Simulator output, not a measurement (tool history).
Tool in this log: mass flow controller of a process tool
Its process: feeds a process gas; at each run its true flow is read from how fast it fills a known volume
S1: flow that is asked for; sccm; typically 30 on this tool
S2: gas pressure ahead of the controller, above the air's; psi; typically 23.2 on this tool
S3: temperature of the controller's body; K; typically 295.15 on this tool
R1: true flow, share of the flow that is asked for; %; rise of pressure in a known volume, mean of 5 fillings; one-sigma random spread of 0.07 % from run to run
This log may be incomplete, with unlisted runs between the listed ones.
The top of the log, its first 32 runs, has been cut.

| run | hour | S1 | S2 | S3 | R1 |
|---|---|---|---|---|---|
| 33 | 2850.1 | 30 | 23.2 | 305.15 | 101.16 |
| 34 | 2919.5 | 39 | 23.2 | 305.15 | 101.07 |
| 35 | 3000.7 | 56 | 24.4 | 301.15 | 100.93 |
| 36 | 3091.9 | 56 | 24.4 | 301.15 | 100.85 |
| 37 | 3142.3 | 56 | 30.6 | 301.15 | 101.08 |
| 38 | 3232.3 | 40 | 30.6 | 301.15 | 101.2 |
| 39 | 3343.4 | 21 | 20.9 | 295.15 | 100.75 |
| 40 | 3460.8 | 62 | 20.5 | 304.15 | 101.07 |

Branching from run 40: 3 alternative next runs. What would each branch give?
| A | 3538.2 | 11 | 28 | 305.15 | ? |
| B | 3538.2 | 62 | 20.5 | 310.15 | ? |
| C | 3538.2 | 23 | 40.3 | 296.15 | ? |

| run | R1 |
|---|---|
| A | 103.73 |
| B | 101.53 |
| C | 101.85 |
Take away the tool's hidden state, keep each run's random variation, and the runs would have read:
| run | R1 |
|---|---|
| A | 98.72 |
| B | 99.73 |
| C | 98.88 |

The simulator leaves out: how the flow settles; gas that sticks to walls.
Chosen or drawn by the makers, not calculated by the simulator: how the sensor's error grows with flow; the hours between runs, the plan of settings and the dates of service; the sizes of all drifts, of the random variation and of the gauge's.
